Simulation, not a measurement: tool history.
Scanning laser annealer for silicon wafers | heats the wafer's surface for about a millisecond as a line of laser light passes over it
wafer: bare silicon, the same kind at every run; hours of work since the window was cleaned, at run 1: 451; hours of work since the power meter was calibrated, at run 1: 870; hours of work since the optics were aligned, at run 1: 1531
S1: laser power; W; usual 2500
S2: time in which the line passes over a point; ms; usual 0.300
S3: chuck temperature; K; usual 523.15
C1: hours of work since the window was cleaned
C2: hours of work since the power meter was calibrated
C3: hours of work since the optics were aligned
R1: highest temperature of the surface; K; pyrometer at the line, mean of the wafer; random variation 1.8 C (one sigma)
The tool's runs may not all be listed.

run 1 day=0.000 | S1=2500 S2=0.300 S3=523.15 | C1=451 C2=870 C3=1531 | R1=1249.15
-- day=2.346 optics aligned, line set to its width
run 2 day=3.271 | S1=2500 S2=0.305 S3=523.15 | C1=499 C2=918 C3=15 | R1=1280.15
-- day=3.621 window over the wafer cleaned
run 3 day=5.221 | S1=2500 S2=0.305 S3=523.15 | C1=25 C2=947 C3=44 | R1=1306.15
run 4 day=8.133 | S1=2641 S2=0.300 S3=523.15 | C1=71 C2=993 C3=90 | R1=1351.15
run 5 day=10.154 | S1=2500 S2=0.300 S3=523.15 | C1=103 C2=1025 C3=122 | R1=1287.15
run 6 day=12.867 | S1=2497 S2=0.300 S3=523.15 | C1=146 C2=1068 C3=165 | R1=1286.15
run 7 day=14.250 | S1=2497 S2=0.300 S3=523.15 | C1=168 C2=1090 C3=187 | R1=1287.15
run 8 day=16.046 | S1=2500 S2=0.300 S3=523.15 | C1=196 C2=1118 C3=215 | R1=1284.15
run 9 day=17.392 | S1=2500 S2=0.300 S3=523.15 | C1=218 C2=1140 C3=236 | R1=1285.15
run 10 day=19.733 | S1=2500 S2=0.300 S3=523.15 | C1=255 C2=1177 C3=273 | R1=1281.15
run 11 day=21.525 | S1=2500 S2=0.300 S3=523.15 | C1=283 C2=1205 C3=302 | R1=1282.15
run 12 day=24.471 | S1=2500 S2=0.300 S3=523.15 | C1=329 C2=1252 C3=348 | R1=1276.15
run 13 day=26.533 | S1=2500 S2=0.300 S3=501.15 | C1=362 C2=1284 C3=381 | R1=1249.15
run 14 day=28.483 | S1=2500 S2=0.300 S3=501.15 | C1=393 C2=1315 C3=412 | R1=1250.15
run 15 day=30.779 | S1=2161 S2=0.300 S3=501.15 | C1=429 C2=1351 C3=448 | R1=1113.15
run 16 day=33.621 | S1=2161 S2=0.300 S3=501.15 | C1=474 C2=1396 C3=493 | R1=1113.15
run 17 day=34.979 | S1=2161 S2=0.300 S3=501.15 | C1=495 C2=1418 C3=514 | R1=1107.15
-- day=35.533 window over the wafer cleaned
run 18 day=37.033 | S1=2500 S2=0.300 S3=523.15 | C1=24 C2=1449 C3=545 | R1=1294.15
run 19 day=39.788 | S1=2500 S2=0.300 S3=547.15 | C1=67 C2=1492 C3=589 | R1=1314.15
run 20 day=41.179 | S1=2500 S2=0.300 S3=547.15 | C1=89 C2=1514 C3=611 | R1=1311.15
run 21 day=42.838 | S1=2500 S2=0.300 S3=547.15 | C1=115 C2=1540 C3=637 | R1=1308.15
run 22 day=45.838 | S1=2149 S2=0.321 S3=547.15 | C1=163 C2=1588 C3=684 | R1=1187.15
run 23 day=48.146 | S1=2269 S2=0.241 S3=560.15 | C1=199 C2=1624 C3=721 | R1=1151.15
run 24 day=51.079 | S1=2437 S2=0.300 S3=523.15 | C1=246 C2=1671 C3=767 | R1=1256.15
run 25 day=53.142 | S1=2500 S2=0.302 S3=547.15 | C1=278 C2=1703 C3=800 | R1=1305.15
run 26 day=54.483 | S1=2500 S2=0.302 S3=547.15 | C1=299 C2=1724 C3=821 | R1=1302.15
run 27 day=57.567 | S1=2317 S2=0.307 S3=501.15 | C1=348 C2=1773 C3=870 | R1=1185.15
run 28 day=59.675 | S1=2317 S2=0.307 S3=501.15 | C1=381 C2=1806 C3=903 | R1=1180.15
run 29 day=61.917 | S1=2636 S2=0.278 S3=526.15 | C1=417 C2=1842 C3=938 | R1=1290.15
run 30 day=64.179 | S1=2500 S2=0.333 S3=497.15 | C1=453 C2=1878 C3=974 | R1=1276.15
run 31 day=67.162 | S1=2523 S2=0.333 S3=491.15 | C1=500 C2=1925 C3=1021 | R1=1279.15
-- day=67.508 window over the wafer cleaned
run 32 day=69.221 | S1=2523 S2=0.333 S3=491.15 | C1=27 C2=1956 C3=1052 | R1=1300.15
run 33 day=71.679 | S1=2507 S2=0.240 S3=539.15 | C1=66 C2=1995 C3=1091 | R1=1220.15
run 34 day=73.962 | S1=2389 S2=0.240 S3=524.15 | C1=102 C2=2031 C3=1127 | R1=1158.15
run 35 day=76.429 | S1=2706 S2=0.289 S3=523.15 | C1=141 C2=2070 C3=1166 | R1=1346.15
run 36 day=77.871 | S1=2706 S2=0.289 S3=523.15 | C1=164 C2=2092 C3=1189 | R1=1342.15
run 37 day=80.204 | S1=2239 S2=0.371 S3=495.15 | C1=201 C2=2129 C3=1226 | R1=1215.15
run 38 day=82.379 | S1=2655 S2=0.371 S3=549.15 | C1=235 C2=2164 C3=1260 | R1=1454.15
run 39 day=83.917 | S1=2500 S2=0.238 S3=523.15 | C1=259 C2=2188 C3=1285 | R1=1182.15
run 40 day=86.912 | S1=2209 S2=0.290 S3=509.15 | C1=307 C2=2235 C3=1332 | R1=1127.15
run 41 day=88.671 | S1=2209 S2=0.290 S3=509.15 | C1=334 C2=2263 C3=1360 | R1=1128.15
run 42 day=91.521 | S1=2209 S2=0.290 S3=509.15 | C1=379 C2=2308 C3=1405 | R1=1125.15

3 ways to go on from here, each from the tool as it stands after run 42. What would each give?
run A day=94.425 | S1=2170 S2=0.275 S3=542.15 | C1=425 C2=2354 C3=1451 | R1=?
run B day=94.425 | S1=2209 S2=0.326 S3=503.15 | C1=425 C2=2354 C3=1451 | R1=?
run C day=94.425 | S1=2328 S2=0.307 S3=543.15 | C1=425 C2=2354 C3=1451 | R1=?

run=A R1=1123.15
run=B R1=1156.15
run=C R1=1221.15
Without the tool's hidden state the same runs would have given:
run=A R1=1155.15
run=B R1=1191.15
run=C R1=1258.15

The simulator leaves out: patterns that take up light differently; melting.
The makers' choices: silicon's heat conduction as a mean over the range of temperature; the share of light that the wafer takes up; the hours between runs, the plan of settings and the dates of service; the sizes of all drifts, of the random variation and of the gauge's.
